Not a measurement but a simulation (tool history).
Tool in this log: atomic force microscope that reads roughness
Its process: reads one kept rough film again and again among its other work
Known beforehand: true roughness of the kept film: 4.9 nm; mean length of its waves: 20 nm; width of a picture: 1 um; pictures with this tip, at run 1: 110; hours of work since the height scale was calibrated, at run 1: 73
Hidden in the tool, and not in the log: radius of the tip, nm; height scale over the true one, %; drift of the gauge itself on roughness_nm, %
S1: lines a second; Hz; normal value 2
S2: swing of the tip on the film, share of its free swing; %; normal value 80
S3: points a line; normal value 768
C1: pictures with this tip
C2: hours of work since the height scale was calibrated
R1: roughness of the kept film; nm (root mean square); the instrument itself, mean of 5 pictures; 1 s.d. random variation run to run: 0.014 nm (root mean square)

run,hour,S1,S2,S3,C1,C2,R1
1,0,2,80,768,110,73,2.272
2,11.7,2,80,768,128,79,2.158
3,33.8,2,80,768,161,92,2.004
# hour 38.6: new tip fitted
4,52.4,0.65,80,768,21,103,3.472
5,73.5,2,80,768,53,115,2.828
6,86.1,2,80,768,73,122,2.649
7,101.5,2,80,768,96,131,2.471
8,119.4,2,80,968,124,142,2.288
9,131.4,2,80,768,142,149,2.152
# hour 148.6: new tip fitted
10,149.3,2,80,768,1,159,3.363
11,165.6,2,80,768,25,168,3.053
12,177.3,2,80,768,43,175,2.869
13,193.7,2,80,768,68,185,2.628
14,207.3,2,80,315,89,193,2.396
15,228.2,2,80,315,121,205,2.202
16,246,2,84,768,148,215,2.052
# hour 259.3: new tip fitted
17,259.6,2,85,768,0,223,3.369
18,269.2,2,80,768,15,228,3.29
19,287.4,2,80,768,43,239,2.948
20,304.4,2,80,768,69,249,2.686
21,320.4,1.05,80,768,93,258,2.632
22,331.5,2,80,429,110,265,2.346
23,342.6,2,82,437,127,271,2.195
24,351.7,2,86,323,141,277,2.043
25,361.6,2,86,323,156,282,1.96
# hour 369.3: new tip fitted
26,375.2,2.68,58,376,9,290,3.522
27,389.1,2.53,80,980,31,298,2.97
28,406.3,2.83,65,409,57,308,2.858
29,418.2,2.06,66,391,75,315,2.757
30,433.2,1.95,81,355,98,324,2.391
31,448.6,1.95,69,464,122,333,2.374
32,462.2,1.95,69,464,142,341,2.258
# hour 478.9: new tip fitted
33,479,0.93,67,768,0,350,3.796
34,490.1,2.15,72,768,17,356,3.406
35,506.8,2,80,1009,43,366,2.977
36,517.8,1.1,80,768,60,373,2.95
37,536.5,1.1,89,768,88,384,2.605
38,550.4,1.1,89,768,109,392,2.45
39,572,1.34,89,356,142,404,2.181
# hour 588.5: new tip fitted
40,590.9,3.81,80,459,4,415,3.075
41,609.5,3.81,80,459,32,426,2.755
42,626,1.61,58,768,57,435,3.059

Measured result minus the same run's result without the hidden state. Both carry the same run-to-run variation, though not necessarily the same gauge scatter:
run,R1
1,-1.2
2,-1.308
3,-1.481
4,-0.313
5,-0.641
6,-0.826
7,-0.999
8,-1.192
9,-1.293
10,-0.11
11,-0.429
12,-0.634
13,-0.862
14,-1.004
15,-1.202
16,-1.349
17,-0.004
18,-0.199
19,-0.537
20,-0.794
21,-1.044
22,-1.102
23,-1.192
24,-1.225
25,-1.31
26,-0.146
27,-0.415
28,-0.719
29,-0.912
30,-1.016
31,-1.264
32,-1.379
33,+0.009
34,-0.204
35,-0.519
36,-0.706
37,-0.946
38,-1.091
39,-1.258
40,-0.043
41,-0.389
42,-0.751

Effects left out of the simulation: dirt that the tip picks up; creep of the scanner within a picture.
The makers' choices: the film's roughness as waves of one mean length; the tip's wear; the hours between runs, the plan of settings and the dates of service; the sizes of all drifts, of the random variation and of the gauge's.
